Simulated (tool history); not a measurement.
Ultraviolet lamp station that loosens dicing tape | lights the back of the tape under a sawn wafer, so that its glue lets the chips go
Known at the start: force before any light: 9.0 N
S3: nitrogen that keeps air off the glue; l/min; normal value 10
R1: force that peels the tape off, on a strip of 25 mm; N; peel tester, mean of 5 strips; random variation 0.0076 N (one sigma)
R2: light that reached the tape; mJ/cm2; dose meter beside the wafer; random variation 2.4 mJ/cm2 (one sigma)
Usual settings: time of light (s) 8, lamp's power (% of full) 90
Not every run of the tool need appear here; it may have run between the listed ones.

run 1 day=0 | time_of_light_(s)=8 lamp's_power_(%_of_full)=90 S3=10 | R1=0.306 R2=238
run 2 day=0.379 | time_of_light_(s)=8 lamp's_power_(%_of_full)=90 S3=10 | R1=0.308 R2=243
run 3 day=0.612 | time_of_light_(s)=8 lamp's_power_(%_of_full)=90 S3=10 | R1=0.293 R2=244
run 4 day=0.821 | time_of_light_(s)=8 lamp's_power_(%_of_full)=90 S3=10 | R1=0.294 R2=243
run 5 day=1 | time_of_light_(s)=8 lamp's_power_(%_of_full)=90 S3=10 | R1=0.3 R2=243
run 6 day=1.279 | time_of_light_(s)=8 lamp's_power_(%_of_full)=90 S3=10 | R1=0.303 R2=249
run 7 day=1.65 | time_of_light_(s)=8 lamp's_power_(%_of_full)=90 S3=11 | R1=0.295 R2=240
run 8 day=1.988 | time_of_light_(s)=8 lamp's_power_(%_of_full)=90 S3=11 | R1=0.288 R2=240
run 9 day=2.217 | time_of_light_(s)=8 lamp's_power_(%_of_full)=90 S3=11 | R1=0.283 R2=247
run 10 day=2.392 | time_of_light_(s)=8 lamp's_power_(%_of_full)=90 S3=11 | R1=0.285 R2=241
run 11 day=2.588 | time_of_light_(s)=8 lamp's_power_(%_of_full)=66 S3=20 | R1=0.36 R2=176
run 12 day=2.892 | time_of_light_(s)=12 lamp's_power_(%_of_full)=71 S3=15 | R1=0.246 R2=283
-- day=2.942 window cleaned of glue's vapour
run 13 day=3.221 | time_of_light_(s)=6 lamp's_power_(%_of_full)=71 S3=5 | R1=1.205 R2=141
run 14 day=3.583 | time_of_light_(s)=15 lamp's_power_(%_of_full)=61 S3=5 | R1=0.303 R2=303
run 15 day=3.9 | time_of_light_(s)=15 lamp's_power_(%_of_full)=61 S3=5 | R1=0.306 R2=301
run 16 day=4.204 | time_of_light_(s)=12 lamp's_power_(%_of_full)=81 S3=4 | R1=0.302 R2=323
run 17 day=4.575 | time_of_light_(s)=12 lamp's_power_(%_of_full)=81 S3=4 | R1=0.321 R2=323
-- day=4.788 window cleaned of glue's vapour, once more
run 18 day=4.871 | time_of_light_(s)=4 lamp's_power_(%_of_full)=76 S3=10 | R1=1.404 R2=104
run 19 day=5.112 | time_of_light_(s)=15 lamp's_power_(%_of_full)=87 S3=17 | R1=0.225 R2=445
run 20 day=5.388 | time_of_light_(s)=16 lamp's_power_(%_of_full)=82 S3=18 | R1=0.226 R2=443

Forecast each of these 5 alternatives for the next run:
run A day=5.629 | time_of_light_(s)=8 lamp's_power_(%_of_full)=86 S3=19 | R1=? R2=?
run B day=5.629 | time_of_light_(s)=6 lamp's_power_(%_of_full)=82 S3=13 | R1=? R2=?
run C day=5.629 | time_of_light_(s)=4 lamp's_power_(%_of_full)=82 S3=8 | R1=? R2=?
run D day=5.629 | time_of_light_(s)=6 lamp's_power_(%_of_full)=69 S3=12 | R1=? R2=?
run E day=5.629 | time_of_light_(s)=16 lamp's_power_(%_of_full)=82 S3=17 | R1=? R2=?

run=A R1=0.26 R2=234
run=B R1=0.486 R2=167
run=C R1=1.374 R2=111
run=D R1=0.732 R2=143
run=E R1=0.217 R2=447
Without the tool's unlogged condition, the same runs would have read:
run=A R1=0.252 R2=244
run=B R1=0.451 R2=173
run=C R1=1.284 R2=116
run=D R1=0.677 R2=149
run=E R1=0.217 R2=465
